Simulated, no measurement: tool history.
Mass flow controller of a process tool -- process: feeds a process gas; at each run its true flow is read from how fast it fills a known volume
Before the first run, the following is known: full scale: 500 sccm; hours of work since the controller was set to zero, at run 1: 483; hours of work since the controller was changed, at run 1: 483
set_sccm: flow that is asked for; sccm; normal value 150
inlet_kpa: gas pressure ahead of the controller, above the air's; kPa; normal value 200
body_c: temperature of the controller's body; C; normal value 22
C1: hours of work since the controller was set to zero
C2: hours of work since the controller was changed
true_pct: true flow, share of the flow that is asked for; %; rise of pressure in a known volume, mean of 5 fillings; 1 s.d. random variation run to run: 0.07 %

Run 1, hour 0.0: usual settings; C1 483; C2 483. Result: true_pct 98.31 %.
Run 2, hour 74.3: usual settings but body_c 26 C; C1 518; C2 518. Result: true_pct 97.99 %.
Run 3, hour 185.7: usual settings but body_c 26 C; C1 569; C2 569. Result: true_pct 97.92 %.
Run 4, hour 239.0: usual settings but body_c 26 C; C1 594; C2 594. Result: true_pct 97.80 %.
Run 5, hour 349.4: usual settings but set_sccm 361 sccm; C1 645; C2 645. Result: true_pct 99.50 %.
Run 6, hour 442.4: usual settings but set_sccm 361 sccm; C1 688; C2 688. Result: true_pct 99.42 %.
Run 7, hour 502.4: usual settings but set_sccm 361 sccm; C1 716; C2 716. Result: true_pct 99.51 %.
Run 8, hour 610.2: usual settings but set_sccm 361 sccm, inlet_kpa 268 kPa; C1 766; C2 766. Result: true_pct 98.99 %.
Run 9, hour 681.4: usual settings but set_sccm 361 sccm, inlet_kpa 268 kPa; C1 799; C2 799. Result: true_pct 98.88 %.
Run 10, hour 783.0: usual settings but set_sccm 361 sccm, inlet_kpa 268 kPa; C1 846; C2 846. Result: true_pct 99.32 %.
Run 11, hour 895.3: usual settings but set_sccm 361 sccm, inlet_kpa 268 kPa, body_c 23 C; C1 898; C2 898. Result: true_pct 98.90 %.
Run 12, hour 999.7: usual settings but set_sccm 152 sccm, inlet_kpa 268 kPa, body_c 33 C; C1 946; C2 946. Result: true_pct 96.94 %.
Run 13, hour 1117.4: usual settings but set_sccm 131 sccm, body_c 36 C; C1 1001; C2 1001. Result: true_pct 97.12 %.
Run 14, hour 1191.5: usual settings but set_sccm 154 sccm, inlet_kpa 234 kPa; C1 1035; C2 1035. Result: true_pct 98.42 %.
Run 15, hour 1281.7: usual settings but inlet_kpa 202 kPa, body_c 23 C; C1 1077; C2 1077. Result: true_pct 98.50 %.
Run 16, hour 1389.7: usual settings but inlet_kpa 202 kPa, body_c 23 C; C1 1127; C2 1127. Result: true_pct 98.49 %.
Run 17, hour 1443.4: usual settings but inlet_kpa 202 kPa, body_c 23 C; C1 1152; C2 1152. Result: true_pct 98.54 %.
Run 18, hour 1529.7: usual settings but set_sccm 444 sccm, inlet_kpa 151 kPa; C1 1192; C2 1192. Result: true_pct 100.24 %.

The logged runs with the hidden state left out (each run's random variation unchanged):
What the log doesn't record here: flow at rest that the sensor doesn't see, % of full scale; true flow over the shown one, %; drift of the gauge itself on true_pct, %.
run  true_pct
  1     97.89
  2     97.56
  3     97.46
  4     97.33
  5     99.37
  6     99.29
  7     99.38
  8     98.86
  9     98.75
 10     99.18
 11     98.77
 12     96.31
 13     96.33
 14     97.76
 15     97.80
 16     97.76
 17     97.80
 18    100.19
